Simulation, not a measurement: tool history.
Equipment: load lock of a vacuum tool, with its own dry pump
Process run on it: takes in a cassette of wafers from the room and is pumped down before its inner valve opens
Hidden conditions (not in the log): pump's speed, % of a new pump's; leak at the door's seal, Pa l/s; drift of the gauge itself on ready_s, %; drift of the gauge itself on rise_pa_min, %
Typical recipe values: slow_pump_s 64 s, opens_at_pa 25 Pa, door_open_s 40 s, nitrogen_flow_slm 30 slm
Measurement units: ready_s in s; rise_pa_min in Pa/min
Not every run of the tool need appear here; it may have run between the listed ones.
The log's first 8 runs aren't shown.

run    hour  slow_pump_s  opens_at_pa  door_open_s  nitrogen_flow_slm  hours that the pump has run since its overhaul  times that the door has closed on its seal  incoming humidity of the room's air, %  ready_s  rise_pa_min
  9   600.3           64           25           40                 30                                            7651                                        4545                                    44.5    122.3        0.040
 10   675.8           64           40           40                 30                                            7727                                        4821                                    47.4    118.8        0.049
 11   766.6           64           19           40                 30                                            7818                                        5153                                    48.0    125.0        0.042
 12   823.4           64           19           40                 30                                            7874                                        5361                                    45.8    125.6        0.042
 13   891.1           64           19           80                 30                                            7942                                        5609                                    41.9    125.1        0.059
 14   979.7           64           19           80                 30                                            8031                                        5933                                    44.6    127.1        0.054
 15  1075.8           64           25           40                 30                                            8127                                        6285                                    43.7    122.3        0.051
 16  1162.1           64           48           40                 30                                            8213                                        6601                                    44.3    117.9        0.047
 17  1213.9           64           25           30                 30                                            8265                                        6791                                    45.9    124.8        0.046
 18  1307.9           64           25           30                 30                                            8359                                        7135                                    44.1    124.1        0.044
 19  1394.8           64           25           30                 30                                            8446                                        7453                                    42.3    124.8        0.047
 20  1462.4           64           25           30                 30                                            8513                                        7700                                    46.6    125.2        0.053
 21  1555.4           96           25          122                 32                                            8606                                        8041                                    43.0    148.2        0.069
 22  1599.7           96           25          122                 32                                            8651                                        8203                                    46.2    150.6        0.070
 23  1647.1           96           25          122                 32                                            8698                                        8376                                    48.3    149.0        0.070
 24  1738.4           64           24          123                 23                                            8789                                        8711                                    47.0    125.0        0.077
 25  1831.1           64           25           46                 30                                            8882                                        9050                                    45.3    125.5        0.056
 26  1896.9           64           25           46                 30                                            8948                                        9291                                    46.2    125.0        0.057
 27  1970.5           40           22           40                 12                                            9022                                        9560                                    41.2    106.2        0.062
 28  2051.6           40           22           40                 12                                            9103                                        9857                                    46.2    106.8        0.073
 29  2115.4           40           22           40                 12                                            9166                                       10091                                    44.5    105.8        0.066
 30  2195.3           40           22           40                 12                                            9246                                       10383                                    47.3    107.6        0.070
 31  2260.4           40           22           40                 12                                            9311                                       10622                                    43.6    106.8        0.064

Run 32 is up next; what results do you expect?
 32  2358.9           64           22           31                 14                                            9410                                       10982                                    48.8        ?            ?

ready_s: 126.3 s
rise_pa_min: 0.073 Pa/min
On a tool with no hidden condition, and with the same random variation, this run would have come out at ready_s 118.9 s, rise_pa_min 0.037 Pa/min.
